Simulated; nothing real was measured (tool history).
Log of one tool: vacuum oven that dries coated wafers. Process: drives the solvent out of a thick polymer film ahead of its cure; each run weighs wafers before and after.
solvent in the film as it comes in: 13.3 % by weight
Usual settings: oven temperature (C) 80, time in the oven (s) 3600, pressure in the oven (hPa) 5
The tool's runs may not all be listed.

Run 1, hour 0: usual settings. Result: solvent left in the film (%) 0.88.
Run 2, hour 68.1: usual settings. Result: solvent left in the film (%) 0.84.
Run 3, hour 128.5: usual settings. Result: solvent left in the film (%) 0.91.
Run 4, hour 168.1: usual settings. Result: solvent left in the film (%) 0.88.
Run 5, hour 220.1: usual settings. Result: solvent left in the film (%) 0.98.
Run 6, hour 288.9: usual settings. Result: solvent left in the film (%) 0.9.
Run 7, hour 333.5: usual settings but time in the oven (s) 6060. Result: solvent left in the film (%) 0.27.
At hour 340.1: oven's thermocouples calibrated.
Run 8, hour 394.2: usual settings but time in the oven (s) 6060. Result: solvent left in the film (%) 0.28.
Run 9, hour 430.7: usual settings but time in the oven (s) 1860. Result: solvent left in the film (%) 3.1.
Run 10, hour 499.1: usual settings but oven temperature (C) 90, time in the oven (s) 2760, pressure in the oven (hPa) 4.25. Result: solvent left in the film (%) 0.3.
Run 11, hour 548: usual settings but oven temperature (C) 90, time in the oven (s) 2760, pressure in the oven (hPa) 4.25. Result: solvent left in the film (%) 0.28.
Run 12, hour 607.7: usual settings but oven temperature (C) 90, time in the oven (s) 2760, pressure in the oven (hPa) 19.71. Result: solvent left in the film (%) 0.53.
Run 13, hour 645.2: usual settings but oven temperature (C) 90, time in the oven (s) 5040, pressure in the oven (hPa) 9.09. Result: solvent left in the film (%) 0.15.
Run 14, hour 688: usual settings but oven temperature (C) 73. Result: solvent left in the film (%) 2.93.
Run 15, hour 726.9: usual settings but oven temperature (C) 73. Result: solvent left in the film (%) 2.93.

Measured less the same run without the tool's hidden state. The same run-to-run variation is in both; the gauge's scatter may not be:
The hidden state here: true wafer temperature over the reading, C; true pressure over the reading, kPa; drift of the gauge itself on solvent_pct, %.
run  solvent left in the film (%)
  1                          +0.1
  2                         +0.11
  3                         +0.12
  4                         +0.12
  5                         +0.13
  6                         +0.14
  7                         +0.06
  8                         +0.09
  9                         +0.37
 10                         +0.08
 11                         +0.09
 12                         +0.09
 13                         +0.03
 14                         +0.45
 15                         +0.46
